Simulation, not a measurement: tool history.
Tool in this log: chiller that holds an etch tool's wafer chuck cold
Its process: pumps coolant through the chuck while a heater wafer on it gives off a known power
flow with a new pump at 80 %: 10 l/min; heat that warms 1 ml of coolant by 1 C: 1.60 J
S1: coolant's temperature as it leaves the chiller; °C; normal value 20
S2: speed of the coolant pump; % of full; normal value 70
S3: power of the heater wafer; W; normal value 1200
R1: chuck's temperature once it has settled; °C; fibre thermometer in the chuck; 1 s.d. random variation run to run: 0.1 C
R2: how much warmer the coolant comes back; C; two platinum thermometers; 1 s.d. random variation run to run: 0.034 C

run,day,S1,S2,S3,R1,R2
1,0,20,70,1200,31.9,5.36
2,1.621,20,70,1200,32.3,5.37
3,3.196,20,70,1200,32.2,5.4
4,4.329,20,70,1200,32.4,5.39
5,5.15,20,71,1200,32.2,5.32
6,6.671,20,70,624,26.6,2.82
# day 7.446: coolant changed, channels flushed
7,8.412,26,70,1200,37.3,5.45
8,9.933,26,70,1200,37.3,5.42
9,11.621,20,70,1663,35.7,7.54
10,13.229,20,70,1200,31.2,5.44
11,14.775,20,70,1200,31.6,5.45
12,15.883,20,70,1200,31.5,5.47
13,16.767,20,70,1200,31.4,5.51
14,17.988,20,70,1200,31.7,5.54
# day 18.158: chiller's thermometer calibrated
15,19.442,21,93,1744,35,6.06
16,20.354,21,93,1744,34.9,6.06
17,21.762,19,93,1020,27.5,3.54
18,22.904,14,73,1267,26.1,5.61
19,23.646,20,70,1251,32.5,5.76
20,24.971,20,86,1578,33.7,5.97
21,26.375,20,86,1578,33.6,5.93
22,27.121,20,86,1578,33.6,6.01

Below are 5 alternative next runs, each starting from the tool's condition after run 22. Predict each:
# day 27.233: chiller's thermometer calibrated, once more
A,28.183,21,90,1200,?,?
# day 27.233: chiller's thermometer calibrated, once more
B,28.183,17,85,1171,?,?
# day 27.233: chiller's thermometer calibrated, once more
C,28.183,15,86,614,?,?
# day 27.233: chiller's thermometer calibrated, once more
D,28.183,24,70,1200,?,?
# day 27.233: chiller's thermometer calibrated, once more
E,28.183,15,70,1200,?,?

run,R1,R2
A,30.5,4.35
B,26.7,4.43
C,19.9,2.33
D,35.3,5.53
E,26.1,5.55
Take away the tool's hidden state, keep each run's random variation, and the runs would have read:
run,R1,R2
A,29.6,4.01
B,25.8,4.08
C,19.4,2.15
D,34.3,5.09
E,25.1,5.12
